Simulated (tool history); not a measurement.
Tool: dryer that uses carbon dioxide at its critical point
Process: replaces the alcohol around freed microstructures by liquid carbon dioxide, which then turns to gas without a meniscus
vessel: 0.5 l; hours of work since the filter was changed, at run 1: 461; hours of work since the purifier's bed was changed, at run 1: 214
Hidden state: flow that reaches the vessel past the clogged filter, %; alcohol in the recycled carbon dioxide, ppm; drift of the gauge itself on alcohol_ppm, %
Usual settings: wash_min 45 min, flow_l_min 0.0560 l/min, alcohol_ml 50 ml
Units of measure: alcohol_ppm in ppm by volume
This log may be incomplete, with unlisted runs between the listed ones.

run,hour,wash_min,flow_l_min,alcohol_ml,hours of work since the filter was changed,hours of work since the purifier's bed was changed,alcohol_ppm
1,0.0,45,0.0560,50,461,214,1347
2,19.9,45,0.0560,50,476,228,1394
3,49.7,45,0.0560,50,498,250,1402
4,78.4,45,0.0560,50,519,271,1478
# hour 101.7: inlet filter changed
5,101.7,45,0.0560,50,0,288,797
6,133.3,45,0.0560,50,23,311,816
7,151.9,45,0.0560,50,37,325,844
8,182.9,45,0.0560,50,60,347,867
9,215.0,45,0.0560,50,83,371,897
10,239.1,45,0.0560,119,101,388,2000
11,252.1,45,0.0560,56,110,398,1002
12,281.9,45,0.0706,56,132,420,380
13,299.1,45,0.0706,56,145,432,375
14,327.9,45,0.0706,56,166,453,398
15,351.5,45,0.0560,50,183,471,1017
16,365.6,45,0.0560,50,193,481,1021
17,392.5,45,0.0560,53,213,501,1107
18,406.8,45,0.0797,53,224,511,260
19,435.9,45,0.0797,53,245,533,277
20,457.8,45,0.0625,50,261,549,718
21,477.2,45,0.0625,50,275,563,738
22,505.3,45,0.0625,50,296,583,763
23,523.3,45,0.0625,50,309,597,784
24,544.1,45,0.0625,50,324,612,777
25,567.8,34,0.0665,87,342,629,3261
# hour 589.1: purifier's bed changed
26,595.6,47,0.0587,50,360,5,747
27,620.8,45,0.0342,22,378,23,2802
28,633.8,36,0.0434,28,388,33,3509
29,648.9,36,0.0434,28,399,44,3717
30,673.3,40,0.0683,50,417,62,865
31,697.1,45,0.0821,116,434,79,402
32,719.5,33,0.0560,67,451,96,5519
33,740.2,33,0.0560,67,466,111,5403
34,768.3,44,0.0560,50,486,131,1542
35,788.4,44,0.0360,50,501,146,6793
36,806.2,30,0.0412,20,514,159,5053
37,832.0,31,0.0362,67,533,178,20122
# hour 835.7: inlet filter changed
38,855.6,37,0.0362,67,15,194,9656
39,880.1,41,0.0525,50,33,213,1536
40,893.3,66,0.0362,50,42,222,1013
41,918.6,60,0.0916,29,61,241,50
42,942.9,57,0.0560,112,79,258,537
43,961.2,57,0.0560,112,92,272,566
44,983.8,57,0.0560,112,109,288,552
45,1007.1,57,0.0560,112,126,306,603
46,1020.3,64,0.0409,50,135,315,753
47,1050.3,57,0.0416,52,157,337,1255
48,1065.9,41,0.0560,50,169,349,1426

Hidden state or all else? Some run-to-run changes of alcohol_ppm, split into what the settings, what came in and random variation would give without the hidden state, and what is left for the hidden state (with any gauge scatter that isn't in both results):
Run 31 -> 32: wash_min 45 -> 33, flow_l_min 0.0821 -> 0.0560, alcohol_ml 116 -> 67. alcohol_ppm +5117 ppm by volume: hidden state +1696, all else +3421.
Run 36 -> 37: wash_min 30 -> 31, flow_l_min 0.0412 -> 0.0362, alcohol_ml 20 -> 67. alcohol_ppm +15069 ppm by volume: hidden state +3896, all else +11173.
Run 37 -> 38: wash_min 31 -> 37, inlet filter changed. alcohol_ppm -10466 ppm by volume: hidden state -5160, all else -5306.
Run 38 -> 39: wash_min 37 -> 41, flow_l_min 0.0362 -> 0.0525, alcohol_ml 67 -> 50. alcohol_ppm -8120 ppm by volume: hidden state -56, all else -8064.

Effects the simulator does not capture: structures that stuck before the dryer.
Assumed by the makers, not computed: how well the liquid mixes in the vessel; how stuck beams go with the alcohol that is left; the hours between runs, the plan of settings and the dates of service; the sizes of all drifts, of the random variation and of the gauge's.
